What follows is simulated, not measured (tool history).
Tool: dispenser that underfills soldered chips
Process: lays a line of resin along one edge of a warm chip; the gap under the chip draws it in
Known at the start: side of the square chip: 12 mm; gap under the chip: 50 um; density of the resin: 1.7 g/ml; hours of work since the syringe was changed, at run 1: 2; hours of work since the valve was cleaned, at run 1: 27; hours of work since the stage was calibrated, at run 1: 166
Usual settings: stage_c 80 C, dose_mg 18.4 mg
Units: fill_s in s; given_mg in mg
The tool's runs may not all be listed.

run   hour  stage_c  dose_mg  hours of work since the syringe was changed  hours of work since the valve was cleaned  hours of work since the stage was calibrated  fill_s  given_mg
  1      0       80     18.4                                            2                                         27                                           166     151     17.87
  2    3.9       80     18.4                                            5                                         30                                           168   169.9     17.68
  3    6.4       80     18.4                                            7                                         32                                           170   186.5     17.83
  4    9.6       80     21.8                                            9                                         34                                           172   203.1     21.05
      13.4  -- new syringe of resin
  5   13.6       80     21.8                                            0                                         37                                           175   138.3        21
  6   16.8       80     21.8                                            2                                         39                                           177   155.6     20.75
  7   19.8       80     21.8                                            5                                         41                                           179   164.7     21.03
  8   25.2       80     21.8                                            8                                         45                                           183   195.3     20.92
      29.8  -- new syringe of resin
  9   30.3       80     21.8                                            0                                         49                                           187   138.2     20.92
 10   33.5       81     18.4                                            3                                         51                                           189   149.9     17.54
 11   36.1       80     18.4                                            5                                         53                                           191   171.1     17.48
 12   39.9       80     18.4                                            7                                         55                                           193   194.5     17.61
 13   42.4       80     18.4                                            9                                         57                                           195     207     17.44
 14   44.8       80     18.4                                           11                                         59                                           197     227     17.37
      46.1  -- new syringe of resin
 15   49.2       86     18.4                                            2                                         62                                           200   117.4     17.34
 16   53.8       86     23.3                                            5                                         65                                           203   134.2      21.8
 17   59.2       86     23.3                                            9                                         69                                           207   157.3     21.73
      62.6  -- new syringe of resin
 18   65.2       86     23.3                                            2                                         73                                           211   111.4     21.81
 19   69.8       80     22.2                                            5                                         76                                           214   171.3     20.62
 20   75.8       80     23.9                                            9                                         80                                           219   206.2     22.16
      78.4  -- dispensing valve cleaned and set on the balance
      79.7  -- new syringe of resin
 21   81.1       80     23.9                                            1                                          2                                           221   145.3     23.84
 22   85.8       75     18.6                                            4                                          5                                           225   210.2     18.48
 23   90.2       90     21.1                                            7                                          8                                           228   118.5     20.99
 24   95.1       72     16.8                                           11                                         12                                           231   323.8     16.67
      96.4  -- new syringe of resin
 25   98.2       76     18.5                                            1                                         14                                           233   180.3     18.34
 26  101.4       67     18.5                                            4                                         16                                           236   297.7     18.29
 27  107.4       92     17.4                                            8                                         20                                           240   115.7     16.96
 28  110.8       83     22.6                                           10                                         23                                           242   184.3     21.94
     112.8  -- new syringe of resin
 29  113.6       83     22.6                                            1                                         24                                           244   123.7     22.05
 30  117.5       83     22.6                                            3                                         27                                           247   137.6     21.96
 31  121.6       75     21.9                                            6                                         30                                           250   224.9     21.39
 32  126.4       85     18.7                                           10                                         33                                           253   169.8      18.1
     129.2  -- new syringe of resin
 33  130.2       85     18.7                                            1                                         36                                           256   113.3     18.04
 34    136       80     20.8                                            5                                         40                                           260   168.9     20.17
 35  141.8       66     21.9                                            9                                         44                                           264   394.5     20.83
     145.6  -- new syringe of resin
 36  145.8       80     21.3                                            0                                         47                                           267     143     20.47
 37  149.1       91     18.1                                            2                                         49                                           269    97.9     17.19

Forecast each of these 3 alternatives for the next run:
  A  151.7       92     18.7                                            4                                         51                                           271       ?         ?
  B  151.7       80     19.4                                            4                                         51                                           271       ?         ?
  C  151.7       76     18.1                                            4                                         51                                           271       ?         ?

run  fill_s  given_mg
  A   100.4     17.61
  B   172.8     18.46
  C   210.2     17.21
Without the tool's hidden state the same runs would have given:
run  fill_s  given_mg
  A      78     18.53
  B   134.3     19.42
  C   162.8     18.11
